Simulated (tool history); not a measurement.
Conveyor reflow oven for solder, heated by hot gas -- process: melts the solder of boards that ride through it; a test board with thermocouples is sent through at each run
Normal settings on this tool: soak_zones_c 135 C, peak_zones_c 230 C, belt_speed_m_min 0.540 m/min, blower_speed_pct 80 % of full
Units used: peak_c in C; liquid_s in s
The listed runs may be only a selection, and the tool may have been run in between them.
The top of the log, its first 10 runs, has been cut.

| run | day | soak_zones_c | peak_zones_c | belt_speed_m_min | blower_speed_pct | peak_c | liquid_s |
|---|---|---|---|---|---|---|---|
| 11 | 16.738 | 135 | 230 | 0.509 | 80 | 218.9 | 64.6 |
| 12 | 17.892 | 135 | 230 | 0.540 | 80 | 217.2 | 59.6 |
| 13 | 19.708 | 135 | 230 | 0.540 | 80 | 217.3 | 59.5 |
| 14 | 20.625 | 135 | 230 | 0.540 | 80 | 217.2 | 59.5 |
| 15 | 22.371 | 135 | 230 | 0.540 | 80 | 217.2 | 59.2 |
| 16 | 23.800 | 148 | 237 | 0.493 | 59 | 223.8 | 75.4 |
| 17 | 25.738 | 148 | 237 | 0.493 | 59 | 223.6 | 75.0 |
| 18 | 26.808 | 142 | 234 | 0.615 | 56 | 211.4 | 47.8 |
|  | 27.829 | flux residue cleaned out of gas plates and filters |
| 19 | 28.392 | 135 | 230 | 0.540 | 53 | 208.8 | 49.5 |
| 20 | 30.067 | 135 | 230 | 0.540 | 53 | 208.9 | 49.4 |
| 21 | 31.750 | 135 | 230 | 0.570 | 69 | 211.0 | 49.7 |
|  | 32.096 | flux residue cleaned out of gas plates and filters, once more |
| 22 | 33.992 | 135 | 230 | 0.570 | 69 | 215.3 | 54.0 |
| 23 | 35.367 | 135 | 227 | 0.468 | 80 | 219.4 | 72.8 |
| 24 | 36.379 | 135 | 227 | 0.468 | 80 | 219.9 | 73.0 |
| 25 | 37.554 | 135 | 227 | 0.468 | 80 | 219.5 | 72.8 |
| 26 | 38.754 | 135 | 227 | 0.468 | 80 | 219.7 | 72.3 |
| 27 | 39.825 | 135 | 227 | 0.518 | 83 | 217.6 | 63.4 |
| 28 | 41.717 | 150 | 241 | 0.540 | 80 | 230.8 | 73.9 |
| 29 | 42.712 | 135 | 218 | 0.505 | 80 | 209.4 | 58.5 |
| 30 | 43.642 | 135 | 218 | 0.505 | 80 | 209.4 | 58.0 |

Here are 4 independent what-if runs from the current tool condition. What would each one return?
| A | 45.279 | 132 | 236 | 0.602 | 80 | ? | ? |
| B | 45.279 | 127 | 230 | 0.458 | 80 | ? | ? |
| C | 45.279 | 135 | 230 | 0.455 | 80 | ? | ? |
| D | 45.279 | 135 | 218 | 0.451 | 54 | ? | ? |

| run | peak_c | liquid_s |
|---|---|---|
| A | 220.1 | 53.9 |
| B | 221.7 | 73.2 |
| C | 222.8 | 77.1 |
| D | 207.2 | 60.7 |
Had the tool no hidden state, the same runs would have come out as:
| run | peak_c | liquid_s |
|---|---|---|
| A | 219.0 | 51.7 |
| B | 220.5 | 70.2 |
| C | 221.5 | 74.0 |
| D | 205.7 | 57.0 |

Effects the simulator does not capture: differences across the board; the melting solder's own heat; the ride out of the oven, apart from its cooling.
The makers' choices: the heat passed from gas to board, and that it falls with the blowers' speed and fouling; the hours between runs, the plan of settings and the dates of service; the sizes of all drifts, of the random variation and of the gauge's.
